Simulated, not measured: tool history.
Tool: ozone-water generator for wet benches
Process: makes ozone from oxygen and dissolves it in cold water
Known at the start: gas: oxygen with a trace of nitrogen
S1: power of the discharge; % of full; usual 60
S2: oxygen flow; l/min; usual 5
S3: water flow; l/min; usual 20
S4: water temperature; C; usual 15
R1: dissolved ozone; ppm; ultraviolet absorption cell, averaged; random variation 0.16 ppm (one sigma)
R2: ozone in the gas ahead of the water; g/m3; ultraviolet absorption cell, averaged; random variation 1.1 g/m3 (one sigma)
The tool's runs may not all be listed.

run 1 hour=0 | S1=60 S2=5 S3=20 S4=15 | R1=19.9 R2=190.3
run 2 hour=43.7 | S1=60 S2=5 S3=20 S4=15 | R1=20.3 R2=190.3
run 3 hour=102.7 | S1=60 S2=5 S3=20 S4=15 | R1=20 R2=192.6
run 4 hour=158.5 | S1=60 S2=5 S3=19 S4=15 | R1=20.8 R2=191.8
run 5 hour=201.1 | S1=60 S2=5 S3=19 S4=15 | R1=21.1 R2=191.4
run 6 hour=244.5 | S1=60 S2=5 S3=19 S4=15 | R1=20.8 R2=191.9
run 7 hour=305.2 | S1=60 S2=5 S3=19 S4=15 | R1=20.8 R2=192.1
run 8 hour=355.5 | S1=60 S2=5 S3=19 S4=15 | R1=20.9 R2=193
run 9 hour=399.8 | S1=60 S2=5 S3=20 S4=15 | R1=20 R2=189.3
run 10 hour=478.8 | S1=60 S2=5 S3=20 S4=15 | R1=19.9 R2=191.6
run 11 hour=554.8 | S1=72 S2=7.41 S3=20 S4=15 | R1=24.3 R2=185.8
run 12 hour=614.5 | S1=72 S2=7.41 S3=20 S4=15 | R1=23.8 R2=185.5
run 13 hour=685.1 | S1=60 S2=5 S3=20 S4=7 | R1=21.8 R2=192.2
run 14 hour=733.2 | S1=70 S2=2.68 S3=20 S4=7 | R1=21.8 R2=293.5
run 15 hour=794.7 | S1=70 S2=2.68 S3=20 S4=7 | R1=21.7 R2=296.1
run 16 hour=872.4 | S1=43 S2=2.68 S3=12 S4=7 | R1=23.9 R2=192.3
run 17 hour=929.3 | S1=53 S2=5.54 S3=26 S4=19 | R1=13.3 R2=163
run 18 hour=977.9 | S1=53 S2=5.54 S3=26 S4=19 | R1=13.5 R2=164.4

Forecast each of these 5 alternatives for the next run:
run A hour=1020.6 | S1=42 S2=5.54 S3=13 S4=7 | R1=? R2=?
run B hour=1020.6 | S1=51 S2=5.03 S3=20 S4=14 | R1=? R2=?
run C hour=1020.6 | S1=49 S2=5.57 S3=15 S4=19 | R1=? R2=?
run D hour=1020.6 | S1=53 S2=5.54 S3=25 S4=9 | R1=? R2=?
run E hour=1020.6 | S1=53 S2=5.54 S3=15 S4=15 | R1=? R2=?

run=A R1=24.2 R2=133.2
run=B R1=17.4 R2=165.1
run=C R1=20.1 R2=154.3
run=D R1=15.6 R2=163.7
run=E R1=23.1 R2=164.3
Without the tool's hidden state the same runs would have given:
run=A R1=24.2 R2=133.2
run=B R1=17.4 R2=165.1
run=C R1=20.1 R2=154.3
run=D R1=15.6 R2=163.7
run=E R1=23.1 R2=164.3
